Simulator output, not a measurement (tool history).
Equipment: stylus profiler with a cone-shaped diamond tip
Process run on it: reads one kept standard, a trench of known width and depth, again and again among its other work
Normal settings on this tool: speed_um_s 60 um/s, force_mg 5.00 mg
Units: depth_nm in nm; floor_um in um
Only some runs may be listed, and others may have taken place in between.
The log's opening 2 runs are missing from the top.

run    hour  speed_um_s  force_mg  depth_nm  floor_um
  3   181.3          60      5.00    505.80     14.79
  4   284.6          32      5.00    506.03     14.88
  5   336.7          32      5.23    506.10     14.90
  6   398.9          60      5.00    505.94     14.76
  7   460.9          60      5.00    506.08     14.74
  8   559.7          60      5.00    505.81     14.70
  9   650.2          60      5.00    506.07     14.63
 10   719.4          60      5.00    506.05     14.58
 11   804.2          60      5.00    506.23     14.55
      874.9  -- new tip fitted, height scale calibrated
 12   907.5          60      5.00    505.47     16.78
 13  1032.1          60      5.00    505.50     16.72
 14  1131.9          60     10.85    509.01     16.62
 15  1243.3          60      4.94    505.43     16.51
 16  1301.9          60      4.94    505.47     16.54
 17  1377.9          60      4.94    505.53     16.51
 18  1443.0          60      5.00    505.67     16.43
 19  1505.5          60      5.00    505.58     16.36
 20  1579.2          60      2.29    503.55     16.20
 21  1648.2          60      2.29    503.42     16.25

What will run 22 give?
 22  1735.2          60      2.29         ?         ?

depth_nm: 503.37 nm
floor_um: 16.13 um
Were there no unlogged condition in the tool, this run, its random variation unchanged, would have produced depth_nm 502.97 nm, floor_um 16.67 um.
